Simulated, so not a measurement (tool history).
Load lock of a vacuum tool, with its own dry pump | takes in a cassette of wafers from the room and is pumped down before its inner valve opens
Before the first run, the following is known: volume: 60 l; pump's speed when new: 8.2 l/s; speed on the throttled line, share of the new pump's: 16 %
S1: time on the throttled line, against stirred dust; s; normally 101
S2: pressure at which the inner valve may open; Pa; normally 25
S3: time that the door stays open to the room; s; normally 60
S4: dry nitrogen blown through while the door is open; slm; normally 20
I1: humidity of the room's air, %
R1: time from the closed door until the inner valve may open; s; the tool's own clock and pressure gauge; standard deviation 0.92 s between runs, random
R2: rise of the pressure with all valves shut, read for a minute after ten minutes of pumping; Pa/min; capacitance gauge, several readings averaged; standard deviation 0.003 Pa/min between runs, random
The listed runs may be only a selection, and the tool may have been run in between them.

Run 1, hour 0.0: usual settings; I1 43.5. Result: R1 147.4 s, R2 0.108 Pa/min.
Run 2, hour 158.3: usual settings; I1 45.7. Result: R1 148.5 s, R2 0.107 Pa/min.
Run 3, hour 270.9: usual settings but S2 50 Pa; I1 45.9. Result: R1 141.5 s, R2 0.117 Pa/min.
Run 4, hour 435.8: usual settings; I1 45.9. Result: R1 147.4 s, R2 0.117 Pa/min.
Run 5, hour 532.3: usual settings; I1 46.0. Result: R1 148.1 s, R2 0.121 Pa/min.
Run 6, hour 613.9: usual settings; I1 48.2. Result: R1 148.2 s, R2 0.119 Pa/min.
Run 7, hour 701.4: usual settings; I1 43.8. Result: R1 147.4 s, R2 0.119 Pa/min.
Run 8, hour 798.0: usual settings but S2 20 Pa; I1 46.1. Result: R1 149.7 s, R2 0.122 Pa/min.
Run 9, hour 970.8: usual settings but S2 20 Pa; I1 45.9. Result: R1 148.3 s, R2 0.120 Pa/min.
Run 10, hour 1122.3: usual settings but S2 20 Pa; I1 43.9. Result: R1 148.0 s, R2 0.126 Pa/min.
Run 11, hour 1230.3: usual settings but S2 20 Pa; I1 46.0. Result: R1 148.7 s, R2 0.129 Pa/min.
Run 12, hour 1334.5: usual settings but S2 20 Pa; I1 44.6. Result: R1 148.8 s, R2 0.125 Pa/min.
Run 13, hour 1482.9: usual settings but S4 35 slm; I1 47.0. Result: R1 148.2 s, R2 0.130 Pa/min.
Run 14, hour 1574.6: usual settings; I1 48.6. Result: R1 149.0 s, R2 0.137 Pa/min.
Run 15, hour 1693.6: usual settings; I1 44.6. Result: R1 146.8 s, R2 0.129 Pa/min.
Run 16, hour 1839.1: usual settings; I1 41.5. Result: R1 147.1 s, R2 0.130 Pa/min.
Run 17, hour 1971.7: usual settings; I1 45.5. Result: R1 150.1 s, R2 0.139 Pa/min.
Run 18, hour 2096.2: usual settings but S1 179 s, S3 44 s, S4 21 slm; I1 48.9. Result: R1 212.3 s, R2 0.135 Pa/min.
Run 19, hour 2192.0: usual settings but S1 179 s, S2 34 Pa, S3 44 s, S4 21 slm; I1 49.6. Result: R1 210.0 s, R2 0.127 Pa/min.
Run 20, hour 2271.2: usual settings but S1 179 s, S2 34 Pa, S3 44 s, S4 21 slm; I1 43.4. Result: R1 211.7 s, R2 0.136 Pa/min.
Run 21, hour 2345.4: usual settings but S1 179 s, S2 34 Pa, S3 44 s, S4 21 slm; I1 43.0. Result: R1 209.6 s, R2 0.136 Pa/min.
Run 22, hour 2422.0: usual settings but S1 179 s, S2 34 Pa, S3 44 s, S4 21 slm; I1 43.6. Result: R1 211.4 s, R2 0.133 Pa/min.
Run 23, hour 2558.7: usual settings but S1 179 s, S2 42 Pa, S3 50 s, S4 21 slm; I1 41.1. Result: R1 209.2 s, R2 0.135 Pa/min.
Run 24, hour 2650.9: usual settings but S1 179 s, S2 22 Pa, S3 95 s, S4 21 slm; I1 46.1. Result: R1 211.3 s, R2 0.157 Pa/min.
Run 25, hour 2731.4: usual settings but S1 67 s, S2 20 Pa, S3 95 s, S4 8 slm; I1 48.3. Result: R1 122.5 s, R2 0.178 Pa/min.
Run 26, hour 2825.5: usual settings but S1 67 s, S2 40 Pa, S3 95 s, S4 12 slm; I1 45.3. Result: R1 117.5 s, R2 0.178 Pa/min.
Run 27, hour 2965.1: usual settings but S1 67 s, S2 40 Pa, S3 95 s, S4 12 slm; I1 44.8. Result: R1 117.8 s, R2 0.179 Pa/min.
Run 28, hour 3081.1: usual settings but S1 182 s, S2 46 Pa, S4 15 slm; I1 46.2. Result: R1 209.9 s, R2 0.157 Pa/min.
Run 29, hour 3202.8: usual settings but S1 82 s, S2 46 Pa, S4 15 slm; I1 45.5. Result: R1 127.4 s, R2 0.157 Pa/min.
Run 30, hour 3294.5: usual settings but S1 82 s, S2 46 Pa, S4 15 slm; I1 41.8. Result: R1 127.9 s, R2 0.156 Pa/min.
Run 31, hour 3436.6: usual settings but S1 117 s; I1 44.5. Result: R1 163.8 s, R2 0.159 Pa/min.
Run 32, hour 3597.6: usual settings but S1 117 s; I1 45.1. Result: R1 164.1 s, R2 0.164 Pa/min.
Run 33, hour 3760.4: usual settings but S1 159 s, S2 50 Pa, S3 90 s, S4 9 slm; I1 44.8. Result: R1 192.4 s, R2 0.191 Pa/min.
Run 34, hour 3891.8: usual settings but S1 159 s, S2 50 Pa, S3 90 s, S4 9 slm; I1 44.0. Result: R1 190.3 s, R2 0.190 Pa/min.

Consider 4 possible next runs. They are alternatives, not a sequence: every one starts from the tool as it was left by run 34. What does each give?
Run A, hour 3979.3: usual settings but S3 50 s, S4 4 slm; I1 40.9. Result: R1 ?, R2 ?.
Run B, hour 3979.3: usual settings but S1 61 s, S2 50 Pa, S3 28 s, S4 9 slm; I1 43.9. Result: R1 ?, R2 ?.
Run C, hour 3979.3: usual settings but S1 77 s, S3 37 s, S4 7 slm; I1 46.5. Result: R1 ?, R2 ?.
Run D, hour 3979.3: usual settings but S2 26 Pa, S3 180 s, S4 12 slm; I1 44.2. Result: R1 ?, R2 ?.

run     R1     R2
  A  149.6  0.175
  B  111.8  0.154
  C  129.8  0.161
  D  149.6  0.213
Without the tool's hidden state the same runs would have given:
run     R1     R2
  A  145.7  0.044
  B  107.8  0.025
  C  125.5  0.030
  D  145.7  0.080
